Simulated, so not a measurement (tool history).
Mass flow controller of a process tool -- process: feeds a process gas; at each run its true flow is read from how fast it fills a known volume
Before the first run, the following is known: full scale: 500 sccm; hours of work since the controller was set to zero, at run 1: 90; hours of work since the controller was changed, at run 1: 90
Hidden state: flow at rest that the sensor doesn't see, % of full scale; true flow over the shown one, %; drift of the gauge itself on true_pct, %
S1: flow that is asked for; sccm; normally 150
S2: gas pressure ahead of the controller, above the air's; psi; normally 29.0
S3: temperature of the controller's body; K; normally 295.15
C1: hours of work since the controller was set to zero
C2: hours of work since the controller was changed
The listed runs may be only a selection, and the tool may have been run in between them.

run 1 hour=0.0 | S1=150 S2=29.0 S3=295.15 | C1=90 C2=90 | true_flow_(%)=97.38
run 2 hour=113.4 | S1=150 S2=29.0 S3=300.15 | C1=150 C2=150 | true_flow_(%)=97.80
run 3 hour=203.2 | S1=150 S2=23.9 S3=300.15 | C1=197 C2=197 | true_flow_(%)=97.72
run 4 hour=269.2 | S1=150 S2=23.9 S3=300.15 | C1=232 C2=232 | true_flow_(%)=97.44
run 5 hour=362.8 | S1=150 S2=23.5 S3=300.15 | C1=281 C2=281 | true_flow_(%)=97.51
run 6 hour=435.1 | S1=150 S2=23.5 S3=300.15 | C1=319 C2=319 | true_flow_(%)=97.66
run 7 hour=538.8 | S1=150 S2=23.5 S3=300.15 | C1=374 C2=374 | true_flow_(%)=97.54
run 8 hour=659.1 | S1=150 S2=23.5 S3=300.15 | C1=437 C2=437 | true_flow_(%)=97.65
-- hour=671.5 controller's zero set anew
run 9 hour=728.9 | S1=287 S2=20.6 S3=311.15 | C1=30 C2=474 | true_flow_(%)=99.31
run 10 hour=879.7 | S1=216 S2=38.3 S3=308.15 | C1=110 C2=553 | true_flow_(%)=98.87
run 11 hour=1021.7 | S1=216 S2=38.3 S3=308.15 | C1=185 C2=628 | true_flow_(%)=99.08
-- hour=1049.7 controller's zero set anew, once more
run 12 hour=1118.3 | S1=92 S2=22.3 S3=311.15 | C1=36 C2=679 | true_flow_(%)=98.34
run 13 hour=1269.7 | S1=407 S2=29.0 S3=304.15 | C1=116 C2=759 | true_flow_(%)=100.00
run 14 hour=1365.8 | S1=407 S2=29.0 S3=304.15 | C1=167 C2=809 | true_flow_(%)=100.17

5 options for the next run, each taken on its own from the tool as it stands now. Forecast them:
run A hour=1450.3 | S1=164 S2=29.0 S3=295.15 | C1=211 C2=854 | true_flow_(%)=?
run B hour=1450.3 | S1=407 S2=29.0 S3=300.15 | C1=211 C2=854 | true_flow_(%)=?
run C hour=1450.3 | S1=215 S2=29.0 S3=304.15 | C1=211 C2=854 | true_flow_(%)=?
run D hour=1450.3 | S1=64 S2=20.6 S3=302.15 | C1=211 C2=854 | true_flow_(%)=?
run E hour=1450.3 | S1=416 S2=29.0 S3=304.15 | C1=211 C2=854 | true_flow_(%)=?

run=A true_flow_(%)=97.57
run=B true_flow_(%)=99.55
run=C true_flow_(%)=98.67
run=D true_flow_(%)=97.26
run=E true_flow_(%)=100.07
What these runs would have given with no unlogged condition in the tool:
run=A true_flow_(%)=97.46
run=B true_flow_(%)=99.38
run=C true_flow_(%)=98.53
run=D true_flow_(%)=97.30
run=E true_flow_(%)=99.90
